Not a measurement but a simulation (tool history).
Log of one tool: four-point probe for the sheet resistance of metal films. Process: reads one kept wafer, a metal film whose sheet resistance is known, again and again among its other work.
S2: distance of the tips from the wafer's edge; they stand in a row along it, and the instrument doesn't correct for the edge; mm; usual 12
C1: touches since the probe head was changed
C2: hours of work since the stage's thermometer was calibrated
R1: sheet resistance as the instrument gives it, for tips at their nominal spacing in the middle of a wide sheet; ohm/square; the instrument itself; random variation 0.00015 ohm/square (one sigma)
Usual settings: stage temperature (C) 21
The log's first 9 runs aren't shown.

run 10 hour=182.4 | stage_temperature_(C)=25 S2=12 | C1=31371 C2=509 | R1=0.747998
run 11 hour=201.3 | stage_temperature_(C)=25 S2=12 | C1=31945 C2=518 | R1=0.74815
run 12 hour=216.9 | stage_temperature_(C)=21 S2=12 | C1=32415 C2=524 | R1=0.747771
run 13 hour=239.5 | stage_temperature_(C)=21 S2=12 | C1=33100 C2=534 | R1=0.747518
run 14 hour=256 | stage_temperature_(C)=21 S2=12 | C1=33599 C2=541 | R1=0.747824
run 15 hour=274.2 | stage_temperature_(C)=21 S2=12 | C1=34149 C2=549 | R1=0.747952
run 16 hour=288.5 | stage_temperature_(C)=21 S2=13 | C1=34581 C2=555 | R1=0.747189
run 17 hour=311.1 | stage_temperature_(C)=21 S2=12 | C1=35264 C2=565 | R1=0.748004
run 18 hour=336.9 | stage_temperature_(C)=21 S2=12 | C1=36046 C2=576 | R1=0.747822
run 19 hour=363.1 | stage_temperature_(C)=21 S2=12 | C1=36838 C2=588 | R1=0.748053
run 20 hour=384.7 | stage_temperature_(C)=20 S2=12 | C1=37493 C2=597 | R1=0.747731
run 21 hour=405.1 | stage_temperature_(C)=20 S2=12 | C1=38110 C2=606 | R1=0.748075
run 22 hour=424.3 | stage_temperature_(C)=20 S2=12 | C1=38690 C2=614 | R1=0.748282
run 23 hour=440.3 | stage_temperature_(C)=20 S2=12 | C1=39175 C2=621 | R1=0.7485
-- hour=443.3 stage's thermometer calibrated
run 24 hour=466.6 | stage_temperature_(C)=20 S2=12 | C1=39954 C2=10 | R1=0.748366
run 25 hour=482.8 | stage_temperature_(C)=20 S2=27 | C1=40444 C2=17 | R1=0.744714
run 26 hour=496 | stage_temperature_(C)=33 S2=52 | C1=40843 C2=23 | R1=0.745026
run 27 hour=512.6 | stage_temperature_(C)=18 S2=8 | C1=41347 C2=30 | R1=0.753467
run 28 hour=524.9 | stage_temperature_(C)=18 S2=24 | C1=41720 C2=35 | R1=0.744607
run 29 hour=547.5 | stage_temperature_(C)=18 S2=24 | C1=42401 C2=45 | R1=0.744631
run 30 hour=559 | stage_temperature_(C)=31 S2=11 | C1=42752 C2=50 | R1=0.750236
-- hour=578.9 stage's thermometer calibrated, once more
run 31 hour=582.6 | stage_temperature_(C)=30 S2=24 | C1=43448 C2=2 | R1=0.746719

Forecast run 32:
run 32 hour=604.4 | stage_temperature_(C)=19 S2=9 | C1=44109 C2=11 | R1=?

R1: 0.752565 ohm/square
Without the tool's hidden state the same run would have given R1 0.747131 ohm/square.

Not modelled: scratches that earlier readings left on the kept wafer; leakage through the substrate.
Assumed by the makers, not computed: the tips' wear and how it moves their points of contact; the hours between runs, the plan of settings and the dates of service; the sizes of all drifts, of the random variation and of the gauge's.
